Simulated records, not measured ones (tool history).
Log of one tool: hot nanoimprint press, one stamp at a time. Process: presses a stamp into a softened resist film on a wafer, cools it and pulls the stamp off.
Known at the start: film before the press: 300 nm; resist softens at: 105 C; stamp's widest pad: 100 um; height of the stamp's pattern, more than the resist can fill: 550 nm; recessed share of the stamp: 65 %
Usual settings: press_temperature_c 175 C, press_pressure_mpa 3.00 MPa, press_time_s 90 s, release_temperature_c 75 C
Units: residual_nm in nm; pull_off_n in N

| run | hour | press_temperature_c | press_pressure_mpa | press_time_s | release_temperature_c | residual_nm | pull_off_n |
|---|---|---|---|---|---|---|---|
| 1 | 0.0 | 175 | 3.00 | 90 | 75 | 170.7 | 147 |
| 2 | 4.9 | 175 | 3.00 | 90 | 75 | 170.3 | 143 |
| 3 | 9.9 | 175 | 3.00 | 90 | 75 | 170.8 | 146 |
| 4 | 14.9 | 175 | 3.00 | 90 | 75 | 170.3 | 145 |
| 5 | 22.9 | 175 | 3.00 | 90 | 75 | 170.3 | 146 |
| 6 | 30.9 | 175 | 3.12 | 90 | 75 | 167.0 | 144 |
| 7 | 40.1 | 165 | 3.00 | 79 | 75 | 229.4 | 147 |
| 8 | 46.6 | 165 | 2.85 | 79 | 78 | 233.6 | 143 |

The next listed run, before its measurement:
| 9 | 53.0 | 165 | 2.85 | 79 | 78 | ? | ? |

Run 9 gave residual_nm 232.3 nm, pull_off_n 141 N.
Without the tool's hidden state the same run would have given residual_nm 237.8 nm, pull_off_n 138 N.
